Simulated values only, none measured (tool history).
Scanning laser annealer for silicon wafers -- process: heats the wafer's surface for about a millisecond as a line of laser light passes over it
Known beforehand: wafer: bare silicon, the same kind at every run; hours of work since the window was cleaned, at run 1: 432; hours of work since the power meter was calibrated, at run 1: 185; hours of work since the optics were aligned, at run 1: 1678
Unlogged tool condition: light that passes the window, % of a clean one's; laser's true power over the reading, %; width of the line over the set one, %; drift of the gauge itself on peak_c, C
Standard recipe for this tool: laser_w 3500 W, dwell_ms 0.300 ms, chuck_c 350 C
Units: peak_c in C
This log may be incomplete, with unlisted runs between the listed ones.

run   hour  laser_w  dwell_ms  chuck_c  hours of work since the window was cleaned  hours of work since the power meter was calibrated  hours of work since the optics were aligned  peak_c
  1    0.0     3500     0.300      350                                         432                                                 185                                         1678    1072
  2    8.8     3500     0.300      350                                         436                                                 189                                         1682    1069
  3   25.0     3500     0.300      350                                         443                                                 197                                         1689    1072
  4   34.6     3500     0.220      350                                         448                                                 201                                         1694     948
  5   42.8     3509     0.300      350                                         451                                                 205                                         1697    1069
      52.8  -- window over the wafer cleaned
  6   62.2     3509     0.300      350                                           4                                                 213                                         1705    1074
  7   77.3     3509     0.300      350                                          11                                                 220                                         1712    1073
  8   91.4     3509     0.300      350                                          18                                                 226                                         1719    1072
  9  107.5     3500     0.300      350                                          25                                                 234                                         1726    1069
 10  122.8     3500     0.300      350                                          32                                                 241                                         1733    1065
 11  138.4     3500     0.300      350                                          39                                                 248                                         1740    1070
 12  149.6     3500     0.300      350                                          44                                                 253                                         1745    1066
 13  161.0     3500     0.300      350                                          50                                                 258                                         1751    1068
 14  174.2     3439     0.300      350                                          56                                                 264                                         1757    1057
 15  187.4     3500     0.300      350                                          62                                                 270                                         1763    1069
 16  202.6     3500     0.300      350                                          69                                                 277                                         1770    1070
 17  219.3     3500     0.300      350                                          76                                                 285                                         1777    1072
 18  235.2     3500     0.341      350                                          84                                                 292                                         1785    1125
 19  250.7     3500     0.341      350                                          91                                                 299                                         1792    1125
 20  264.0     3500     0.300      374                                          97                                                 305                                         1798    1092
 21  275.1     3500     0.300      374                                         102                                                 310                                         1803    1092
 22  288.1     3500     0.380      317                                         108                                                 316                                         1809    1138
 23  300.4     3384     0.241      341                                         113                                                 322                                         1815     955

Predict the results of run 24:
 24  308.6     3353     0.349      350                                         117                                                 326                                         1818       ?

peak_c: 1104 C
Were there no unlogged condition in the tool, this run, its random variation unchanged, would have produced peak_c 1104 C.

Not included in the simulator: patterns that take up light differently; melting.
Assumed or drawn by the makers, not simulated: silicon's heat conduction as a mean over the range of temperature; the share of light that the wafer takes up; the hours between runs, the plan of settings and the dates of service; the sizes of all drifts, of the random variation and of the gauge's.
